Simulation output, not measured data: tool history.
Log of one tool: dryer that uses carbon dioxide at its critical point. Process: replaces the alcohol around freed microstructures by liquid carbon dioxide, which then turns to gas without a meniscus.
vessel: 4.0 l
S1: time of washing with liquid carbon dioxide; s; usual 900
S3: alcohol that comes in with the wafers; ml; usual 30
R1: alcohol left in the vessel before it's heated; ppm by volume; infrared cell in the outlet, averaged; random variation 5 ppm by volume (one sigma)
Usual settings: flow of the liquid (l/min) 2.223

run 1 hour=0.0 | S1=900 flow_of_the_liquid_(l/min)=2.223 S3=30 | R1=25
run 2 hour=10.4 | S1=900 flow_of_the_liquid_(l/min)=2.223 S3=42 | R1=37
run 3 hour=15.6 | S1=900 flow_of_the_liquid_(l/min)=1.500 S3=30 | R1=122
run 4 hour=22.3 | S1=900 flow_of_the_liquid_(l/min)=1.500 S3=30 | R1=129
run 5 hour=27.7 | S1=900 flow_of_the_liquid_(l/min)=1.500 S3=30 | R1=122
run 6 hour=33.8 | S1=900 flow_of_the_liquid_(l/min)=3.080 S3=30 | R1=15
-- hour=38.6 inlet filter changed
run 7 hour=42.8 | S1=900 flow_of_the_liquid_(l/min)=2.223 S3=30 | R1=24
run 8 hour=52.7 | S1=900 flow_of_the_liquid_(l/min)=2.223 S3=30 | R1=25
run 9 hour=61.0 | S1=1320 flow_of_the_liquid_(l/min)=2.223 S3=30 | R1=17
run 10 hour=71.2 | S1=900 flow_of_the_liquid_(l/min)=2.223 S3=30 | R1=19
run 11 hour=78.4 | S1=900 flow_of_the_liquid_(l/min)=2.223 S3=30 | R1=35
run 12 hour=87.8 | S1=900 flow_of_the_liquid_(l/min)=2.223 S3=108 | R1=44
run 13 hour=95.5 | S1=900 flow_of_the_liquid_(l/min)=2.223 S3=108 | R1=45
run 14 hour=101.7 | S1=900 flow_of_the_liquid_(l/min)=2.223 S3=44 | R1=25
run 15 hour=106.6 | S1=900 flow_of_the_liquid_(l/min)=2.223 S3=44 | R1=27
run 16 hour=114.4 | S1=900 flow_of_the_liquid_(l/min)=2.330 S3=30 | R1=19
run 17 hour=119.3 | S1=900 flow_of_the_liquid_(l/min)=2.330 S3=30 | R1=21
run 18 hour=126.6 | S1=900 flow_of_the_liquid_(l/min)=2.330 S3=30 | R1=12
run 19 hour=135.4 | S1=900 flow_of_the_liquid_(l/min)=2.223 S3=70 | R1=32
run 20 hour=142.7 | S1=900 flow_of_the_liquid_(l/min)=2.223 S3=70 | R1=39
run 21 hour=153.1 | S1=1020 flow_of_the_liquid_(l/min)=3.460 S3=61 | R1=21
run 22 hour=163.7 | S1=900 flow_of_the_liquid_(l/min)=2.180 S3=115 | R1=60
run 23 hour=169.1 | S1=540 flow_of_the_liquid_(l/min)=1.990 S3=45 | R1=344
run 24 hour=175.5 | S1=600 flow_of_the_liquid_(l/min)=1.400 S3=30 | R1=438
run 25 hour=184.0 | S1=720 flow_of_the_liquid_(l/min)=1.370 S3=37 | R1=359
run 26 hour=190.2 | S1=720 flow_of_the_liquid_(l/min)=1.770 S3=37 | R1=162
run 27 hour=200.9 | S1=720 flow_of_the_liquid_(l/min)=1.770 S3=37 | R1=161
run 28 hour=205.3 | S1=600 flow_of_the_liquid_(l/min)=2.223 S3=93 | R1=331
run 29 hour=211.2 | S1=600 flow_of_the_liquid_(l/min)=2.223 S3=93 | R1=318
run 30 hour=221.6 | S1=1200 flow_of_the_liquid_(l/min)=2.223 S3=77 | R1=10
run 31 hour=228.9 | S1=660 flow_of_the_liquid_(l/min)=2.670 S3=30 | R1=39
run 32 hour=235.9 | S1=840 flow_of_the_liquid_(l/min)=3.620 S3=25 | R1=13
run 33 hour=245.4 | S1=840 flow_of_the_liquid_(l/min)=3.620 S3=25 | R1=18
run 34 hour=253.7 | S1=900 flow_of_the_liquid_(l/min)=1.370 S3=65 | R1=298
run 35 hour=262.7 | S1=900 flow_of_the_liquid_(l/min)=1.370 S3=65 | R1=296
run 36 hour=269.9 | S1=900 flow_of_the_liquid_(l/min)=3.190 S3=44 | R1=23
run 37 hour=280.8 | S1=900 flow_of_the_liquid_(l/min)=3.190 S3=44 | R1=29

4 ways to go on from here, each from the tool as it stands after run 37. What would each give?
run A hour=289.8 | S1=900 flow_of_the_liquid_(l/min)=2.450 S3=30 | R1=?
run B hour=289.8 | S1=840 flow_of_the_liquid_(l/min)=1.350 S3=50 | R1=?
run C hour=289.8 | S1=960 flow_of_the_liquid_(l/min)=1.740 S3=50 | R1=?
run D hour=289.8 | S1=1440 flow_of_the_liquid_(l/min)=1.890 S3=69 | R1=?

run=A R1=24
run=B R1=330
run=C R1=71
run=D R1=27
Without the tool's hidden state the same runs would have given:
run=A R1=6
run=B R1=223
run=C R1=32
run=D R1=10

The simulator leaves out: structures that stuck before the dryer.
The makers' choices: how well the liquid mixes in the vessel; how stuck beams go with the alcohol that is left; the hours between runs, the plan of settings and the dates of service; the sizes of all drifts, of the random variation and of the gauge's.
